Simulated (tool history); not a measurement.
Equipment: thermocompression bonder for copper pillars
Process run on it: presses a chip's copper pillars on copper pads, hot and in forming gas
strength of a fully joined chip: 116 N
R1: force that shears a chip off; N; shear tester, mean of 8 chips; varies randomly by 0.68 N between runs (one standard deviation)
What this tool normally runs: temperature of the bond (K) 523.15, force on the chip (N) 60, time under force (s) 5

Run 1, hour 0.0: usual settings. Result: R1 46.2 N.
Run 2, hour 27.4: usual settings but force on the chip (N) 40. Result: R1 31.5 N.
Run 3, hour 65.6: usual settings but force on the chip (N) 40. Result: R1 30.4 N.
Run 4, hour 92.5: usual settings. Result: R1 46.1 N.
Run 5, hour 120.0: usual settings but time under force (s) 14. Result: R1 65.2 N.
Run 6, hour 148.9: usual settings but time under force (s) 14. Result: R1 66.9 N.
At hour 158.0: force cell calibrated.
Run 7, hour 171.4: usual settings but temperature of the bond (K) 496.15, force on the chip (N) 42, time under force (s) 6. Result: R1 21.9 N.
Run 8, hour 201.9: usual settings but temperature of the bond (K) 530.15, force on the chip (N) 41, time under force (s) 6. Result: R1 37.5 N.
Run 9, hour 226.1: usual settings but temperature of the bond (K) 528.15, force on the chip (N) 63, time under force (s) 15. Result: R1 75.1 N.

For run 10, what comes out?
Run 10, hour 251.1: usual settings but temperature of the bond (K) 528.15, force on the chip (N) 63, time under force (s) 15. Result: R1 ?.

Run 10 came out at R1 73.8 N.
Minus the tool's unlogged condition, the same run would have read R1 74.4 N.

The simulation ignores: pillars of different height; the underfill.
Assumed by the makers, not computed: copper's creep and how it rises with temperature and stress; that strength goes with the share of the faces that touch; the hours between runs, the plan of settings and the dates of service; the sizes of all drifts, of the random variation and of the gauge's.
